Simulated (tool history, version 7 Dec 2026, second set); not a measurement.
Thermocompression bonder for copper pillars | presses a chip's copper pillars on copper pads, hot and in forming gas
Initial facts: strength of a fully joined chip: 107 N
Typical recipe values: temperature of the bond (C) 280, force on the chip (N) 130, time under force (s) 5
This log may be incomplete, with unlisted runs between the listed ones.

run,hour,temperature of the bond (C),force on the chip (N),time under force (s),force that shears a chip off (N)
1,0,280,130,5,71.6
2,31.3,280,92,5,58.6
3,55.1,280,92,5,57.9
4,79.6,280,92,5,57.7
5,93.8,280,92,5,57.5
6,118.1,280,92,5,57.4
7,135.7,280,92,5,57.2
8,154.1,280,130,4,66.4
9,171,262,130,4,51.9
10,197.8,262,130,4,51.4
11,213,262,130,4,51.2
12,237.7,280,130,5,68.4
# hour 258.9: forming gas filter changed
13,264.5,306,130,5,91.6
14,285.1,306,130,5,91.4
15,315.4,306,130,5,90.3
16,331.2,275,130,5,68.9
17,349.2,280,92,5,59.7
18,372,280,92,5,58.9
19,386.8,280,92,5,59.7
20,400.5,280,92,5,59.4
21,417.5,266,82,13,61.4
22,443.7,281,117,13,85.1
23,471.8,263,89,4,40.9
24,496.6,280,130,9,82.1
25,512.2,284,152,5,79.8
26,543.1,300,130,8,90.5
27,570.7,300,130,8,90.2
28,601,300,153,4,84.7
29,628.7,280,103,7,67.4
30,657.4,271,150,5,68.4
31,682.7,271,150,5,67.4
32,701.9,285,174,4,78
33,718.7,285,159,8,85.9
34,737.3,280,128,5,67.6
35,753.2,251,83,5,32.4
# hour 763.1: forming gas filter changed
36,768.6,252,130,4,46.6
37,787.3,252,130,4,46.9

Consider 3 possible next runs. They are alternatives, not a sequence: every one starts from the tool as it was left by run 37. What does each give?
A,809.1,250,132,12,?
B,809.1,280,194,5,?
C,809.1,280,130,3,?

run,force that shears a chip off (N)
A,65.5
B,87.7
C,63.8
What these runs would have given with no unlogged condition in the tool:
run,force that shears a chip off (N)
A,67.2
B,89.3
C,65.4

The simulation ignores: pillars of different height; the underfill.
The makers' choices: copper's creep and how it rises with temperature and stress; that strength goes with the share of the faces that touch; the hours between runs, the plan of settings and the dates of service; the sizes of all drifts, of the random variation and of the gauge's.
